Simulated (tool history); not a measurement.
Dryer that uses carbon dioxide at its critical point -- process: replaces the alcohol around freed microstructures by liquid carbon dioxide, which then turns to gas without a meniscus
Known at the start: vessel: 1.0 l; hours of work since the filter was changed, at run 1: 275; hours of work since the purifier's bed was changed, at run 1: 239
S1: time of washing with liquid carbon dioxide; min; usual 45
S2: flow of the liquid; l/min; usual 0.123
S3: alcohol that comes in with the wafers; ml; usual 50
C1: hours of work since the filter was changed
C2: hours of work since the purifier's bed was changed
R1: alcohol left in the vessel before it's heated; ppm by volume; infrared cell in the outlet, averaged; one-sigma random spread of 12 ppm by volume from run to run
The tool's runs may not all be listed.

Run 1, hour 0.0: usual settings; C1 275; C2 239. Result: R1 1117 ppm by volume.
Run 2, hour 13.2: usual settings; C1 282; C2 246. Result: R1 1089 ppm by volume.
At hour 24.0: inlet filter changed.
Run 3, hour 29.0: usual settings; C1 3; C2 255. Result: R1 824 ppm by volume.
Run 4, hour 40.4: usual settings but S3 67 ml; C1 9; C2 261. Result: R1 1091 ppm by volume.
Run 5, hour 52.3: usual settings but S3 67 ml; C1 16; C2 268. Result: R1 1102 ppm by volume.
Run 6, hour 64.2: usual settings but S3 67 ml; C1 23; C2 275. Result: R1 1095 ppm by volume.
Run 7, hour 80.5: usual settings but S2 0.195 l/min; C1 32; C2 284. Result: R1 174 ppm by volume.
Run 8, hour 88.8: usual settings but S2 0.195 l/min; C1 37; C2 289. Result: R1 175 ppm by volume.
Run 9, hour 99.7: usual settings; C1 43; C2 295. Result: R1 871 ppm by volume.
Run 10, hour 113.1: usual settings; C1 51; C2 303. Result: R1 913 ppm by volume.
Run 11, hour 130.3: usual settings but S3 61 ml; C1 61; C2 312. Result: R1 1070 ppm by volume.
Run 12, hour 138.5: usual settings; C1 65; C2 317. Result: R1 897 ppm by volume.
Run 13, hour 153.1: usual settings; C1 74; C2 326. Result: R1 895 ppm by volume.
Run 14, hour 168.1: usual settings; C1 82; C2 334. Result: R1 902 ppm by volume.
Run 15, hour 176.4: usual settings; C1 87; C2 339. Result: R1 936 ppm by volume.
Run 16, hour 190.3: usual settings but S1 41 min, S2 0.082 l/min, S3 109 ml; C1 95; C2 347. Result: R1 9119 ppm by volume.
Run 17, hour 201.2: usual settings but S1 41 min, S2 0.082 l/min, S3 109 ml; C1 101; C2 353. Result: R1 9159 ppm by volume.
Run 18, hour 214.6: usual settings but S1 30 min, S2 0.208 l/min, S3 27 ml; C1 109; C2 361. Result: R1 390 ppm by volume.
Run 19, hour 225.6: usual settings but S1 43 min, S2 0.188 l/min, S3 38 ml; C1 115; C2 367. Result: R1 231 ppm by volume.
Run 20, hour 243.2: usual settings but S1 41 min, S2 0.188 l/min, S3 25 ml; C1 125; C2 377. Result: R1 225 ppm by volume.
Run 21, hour 259.7: usual settings but S1 27 min, S2 0.108 l/min, S3 75 ml; C1 135; C2 386. Result: R1 8903 ppm by volume.
Run 22, hour 273.3: usual settings but S1 27 min, S2 0.108 l/min, S3 96 ml; C1 142; C2 394. Result: R1 11420 ppm by volume.
Run 23, hour 283.1: usual settings but S1 27 min, S2 0.108 l/min, S3 96 ml; C1 148; C2 400. Result: R1 11665 ppm by volume.
Run 24, hour 293.3: usual settings but S1 42 min, S2 0.200 l/min, S3 84 ml; C1 154; C2 406. Result: R1 337 ppm by volume.
Run 25, hour 310.7: usual settings but S1 38 min, S2 0.162 l/min, S3 37 ml; C1 164; C2 416. Result: R1 573 ppm by volume.
Run 26, hour 321.4: usual settings but S1 51 min, S2 0.117 l/min, S3 72 ml; C1 170; C2 422. Result: R1 1088 ppm by volume.
Run 27, hour 337.1: usual settings but S1 34 min, S3 49 ml; C1 179; C2 431. Result: R1 2518 ppm by volume.
Run 28, hour 352.7: usual settings but S1 34 min, S3 49 ml; C1 188; C2 440. Result: R1 2565 ppm by volume.
Run 29, hour 362.9: usual settings but S3 34 ml; C1 194; C2 445. Result: R1 769 ppm by volume.

What if the next run were any one of these 3? Each begins from the tool's condition after run 29:
Run A, hour 375.8: usual settings but S1 39 min, S2 0.125 l/min, S3 36 ml; C1 201; C2 453. Result: R1 ?.
Run B, hour 375.8: usual settings but S1 58 min, S2 0.081 l/min, S3 34 ml; C1 201; C2 453. Result: R1 ?.
Run C, hour 375.8: usual settings but S1 54 min, S2 0.089 l/min, S3 49 ml; C1 201; C2 453. Result: R1 ?.

run    R1
  A  1220
  B  1359
  C  1742
With no hidden state in the tool, these same runs would have given:
run    R1
  A   839
  B   956
  C  1253
